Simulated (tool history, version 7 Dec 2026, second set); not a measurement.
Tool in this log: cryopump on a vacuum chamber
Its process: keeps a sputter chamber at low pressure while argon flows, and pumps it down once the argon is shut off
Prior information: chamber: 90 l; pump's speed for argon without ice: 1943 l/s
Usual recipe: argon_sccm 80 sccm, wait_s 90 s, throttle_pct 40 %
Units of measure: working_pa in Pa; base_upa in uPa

Run 1, day 0.000: usual settings. Result: working_pa 0.1853 Pa, base_upa 0.92 uPa.
Run 2, day 0.708: usual settings. Result: working_pa 0.1850 Pa, base_upa 0.93 uPa.
Run 3, day 1.662: usual settings. Result: working_pa 0.1860 Pa, base_upa 0.93 uPa.
Run 4, day 2.162: usual settings. Result: working_pa 0.1866 Pa, base_upa 0.95 uPa.
Run 5, day 3.275: usual settings but throttle_pct 16 %. Result: working_pa 0.4458 Pa, base_upa 0.99 uPa.
Run 6, day 4.262: usual settings. Result: working_pa 0.1876 Pa, base_upa 0.96 uPa.
Run 7, day 4.833: usual settings. Result: working_pa 0.1888 Pa, base_upa 0.99 uPa.
Run 8, day 5.850: usual settings. Result: working_pa 0.1885 Pa, base_upa 0.99 uPa.
Run 9, day 6.846: usual settings. Result: working_pa 0.1897 Pa, base_upa 1.06 uPa.
Run 10, day 7.850: usual settings but argon_sccm 69 sccm. Result: working_pa 0.1626 Pa, base_upa 0.97 uPa.
Run 11, day 8.421: usual settings. Result: working_pa 0.1876 Pa, base_upa 1.04 uPa.
Run 12, day 9.650: usual settings but argon_sccm 149 sccm. Result: working_pa 0.3262 Pa, base_upa 0.92 uPa.
Run 13, day 10.429: usual settings. Result: working_pa 0.1772 Pa, base_upa 0.95 uPa.
Run 14, day 11.121: usual settings. Result: working_pa 0.1761 Pa, base_upa 0.96 uPa.
Run 15, day 11.850: usual settings. Result: working_pa 0.1759 Pa, base_upa 1.03 uPa.
Run 16, day 12.400: usual settings. Result: working_pa 0.1755 Pa, base_upa 0.90 uPa.
Run 17, day 12.879: usual settings. Result: working_pa 0.1774 Pa, base_upa 0.96 uPa.
Run 18, day 13.850: usual settings but argon_sccm 35 sccm, wait_s 29 s. Result: working_pa 0.0774 Pa, base_upa 1.80 uPa.
Run 19, day 14.379: usual settings but wait_s 38 s, throttle_pct 48 %. Result: working_pa 0.1481 Pa, base_upa 1.58 uPa.
Run 20, day 15.175: usual settings but argon_sccm 43 sccm, wait_s 38 s, throttle_pct 39 %. Result: working_pa 0.0983 Pa, base_upa 1.51 uPa.
Run 21, day 15.646: usual settings but argon_sccm 157 sccm, wait_s 88 s, throttle_pct 50 %. Result: working_pa 0.2826 Pa, base_upa 1.05 uPa.
Run 22, day 16.179: usual settings but argon_sccm 122 sccm, wait_s 239 s, throttle_pct 50 %. Result: working_pa 0.2187 Pa, base_upa 0.78 uPa.
Run 23, day 17.275: usual settings but argon_sccm 66 sccm, wait_s 83 s, throttle_pct 58 %. Result: working_pa 0.1024 Pa, base_upa 1.09 uPa.
Run 24, day 18.404: usual settings but argon_sccm 39 sccm, wait_s 179 s, throttle_pct 19 %. Result: working_pa 0.1800 Pa, base_upa 0.82 uPa.
Run 25, day 19.342: usual settings but argon_sccm 39 sccm, wait_s 179 s, throttle_pct 19 %. Result: working_pa 0.1804 Pa, base_upa 0.88 uPa.
Run 26, day 19.979: usual settings but argon_sccm 39 sccm, wait_s 179 s, throttle_pct 31 %. Result: working_pa 0.1109 Pa, base_upa 0.89 uPa.
Run 27, day 20.804: usual settings but argon_sccm 39 sccm, wait_s 179 s, throttle_pct 31 %. Result: working_pa 0.1120 Pa, base_upa 0.91 uPa.
Run 28, day 21.921: usual settings but argon_sccm 39 sccm, wait_s 32 s, throttle_pct 31 %. Result: working_pa 0.1122 Pa, base_upa 1.79 uPa.
Run 29, day 22.775: usual settings but wait_s 106 s, throttle_pct 18 %. Result: working_pa 0.3952 Pa, base_upa 1.03 uPa.
Run 30, day 23.442: usual settings but argon_sccm 109 sccm. Result: working_pa 0.2475 Pa, base_upa 1.12 uPa.
Run 31, day 24.338: usual settings but argon_sccm 53 sccm, wait_s 273 s, throttle_pct 32 %. Result: working_pa 0.1506 Pa, base_upa 0.88 uPa.
Run 32, day 25.308: usual settings but argon_sccm 38 sccm, wait_s 81 s, throttle_pct 19 %. Result: working_pa 0.1781 Pa, base_upa 1.25 uPa.
Run 33, day 26.092: usual settings but argon_sccm 38 sccm, wait_s 189 s, throttle_pct 19 %. Result: working_pa 0.1789 Pa, base_upa 0.96 uPa.
Run 34, day 26.888: usual settings but argon_sccm 60 sccm, wait_s 189 s, throttle_pct 19 %. Result: working_pa 0.2779 Pa, base_upa 0.98 uPa.

Missing from the log above: 1 entry noted between runs. For each, name the pair of listed runs it sits between and say how the tool's hidden condition differs from the listed run just before to the listed run just after:
In the gap between runs 11 and 12: pump warmed up, emptied and cooled again (day 9.242)
  pump's speed, % of a pump's without ice: 82.8 -> 99.4; cold plate's temperature, K: 12.81 -> 12.83; leak into the chamber, uPa l/s: 1027 -> 1044
  measured value less the no-hidden-state value, working_pa: +0.0157 -> +0.0030 Pa; base_upa: +0.49 -> +0.40 uPa

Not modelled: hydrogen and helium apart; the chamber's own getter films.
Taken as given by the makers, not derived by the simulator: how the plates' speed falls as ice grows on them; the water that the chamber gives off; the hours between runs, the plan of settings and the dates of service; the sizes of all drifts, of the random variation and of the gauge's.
